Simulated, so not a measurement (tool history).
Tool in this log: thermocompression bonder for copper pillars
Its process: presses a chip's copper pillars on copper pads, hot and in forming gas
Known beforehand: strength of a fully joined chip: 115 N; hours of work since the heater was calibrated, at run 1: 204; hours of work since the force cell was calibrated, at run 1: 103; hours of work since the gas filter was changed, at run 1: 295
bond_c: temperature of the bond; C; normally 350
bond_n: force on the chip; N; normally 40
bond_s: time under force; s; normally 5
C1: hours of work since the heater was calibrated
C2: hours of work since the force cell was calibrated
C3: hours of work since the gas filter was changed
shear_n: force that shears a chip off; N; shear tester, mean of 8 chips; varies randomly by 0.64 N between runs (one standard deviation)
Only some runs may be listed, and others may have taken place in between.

Run 1, hour 0.0: usual settings; C1 204; C2 103; C3 295. Result: shear_n 79.9 N.
Run 2, hour 13.3: usual settings; C1 213; C2 112; C3 305. Result: shear_n 80.3 N.
Run 3, hour 25.7: usual settings; C1 222; C2 121; C3 313. Result: shear_n 82.4 N.
Run 4, hour 46.0: usual settings; C1 236; C2 135; C3 327. Result: shear_n 80.5 N.
Run 5, hour 63.7: usual settings but bond_c 338 C; C1 248; C2 148; C3 340. Result: shear_n 72.5 N.
Run 6, hour 83.8: usual settings but bond_c 338 C; C1 262; C2 162; C3 354. Result: shear_n 73.3 N.
Run 7, hour 92.4: usual settings but bond_c 338 C; C1 268; C2 168; C3 360. Result: shear_n 72.9 N.
At hour 95.9: heater calibrated with a thermocouple chip.
At hour 111.6: forming gas filter changed.
Run 8, hour 114.2: usual settings; C1 12; C2 181; C3 2. Result: shear_n 83.3 N.
Run 9, hour 130.1: usual settings; C1 24; C2 192; C3 13. Result: shear_n 84.7 N.
Run 10, hour 139.3: usual settings; C1 30; C2 199; C3 19. Result: shear_n 84.1 N.
Run 11, hour 150.4: usual settings but bond_n 38 N, bond_s 8 s; C1 38; C2 206; C3 27. Result: shear_n 91.0 N.
Run 12, hour 164.4: usual settings but bond_n 38 N, bond_s 8 s; C1 48; C2 216; C3 37. Result: shear_n 90.0 N.
At hour 179.8: heater calibrated with a thermocouple chip, once more.
Run 13, hour 183.1: usual settings but bond_c 353 C, bond_n 39 N, bond_s 6 s; C1 2; C2 228; C3 49. Result: shear_n 86.6 N.
Run 14, hour 198.1: usual settings but bond_c 332 C, bond_n 54 N, bond_s 6 s; C1 13; C2 238; C3 59. Result: shear_n 84.3 N.
Run 15, hour 215.3: usual settings but bond_c 332 C, bond_n 54 N, bond_s 6 s; C1 25; C2 251; C3 71. Result: shear_n 84.9 N.
Run 16, hour 233.7: usual settings but bond_c 352 C, bond_n 51 N, bond_s 3 s; C1 38; C2 263; C3 84. Result: shear_n 79.5 N.
Run 17, hour 253.2: usual settings but bond_c 338 C, bond_s 4 s; C1 51; C2 277; C3 98. Result: shear_n 71.1 N.
Run 18, hour 267.5: usual settings but bond_c 372 C, bond_n 58 N; C1 61; C2 287; C3 108. Result: shear_n 102.3 N.

3 options for the next run, each taken on its own from the tool as it stands now. Forecast them:
Run A, hour 276.7: usual settings but bond_c 372 C, bond_n 50 N, bond_s 6 s; C1 68; C2 293; C3 114. Result: shear_n ?.
Run B, hour 276.7: usual settings but bond_c 338 C, bond_n 41 N, bond_s 9 s; C1 68; C2 293; C3 114. Result: shear_n ?.
Run C, hour 276.7: usual settings but bond_c 372 C, bond_n 58 N, bond_s 12 s; C1 68; C2 293; C3 114. Result: shear_n ?.

run  shear_n
  A    100.6
  B     88.0
  C    109.4
Without the tool's hidden state the same runs would have given:
run  shear_n
  A    101.7
  B     88.7
  C    110.7
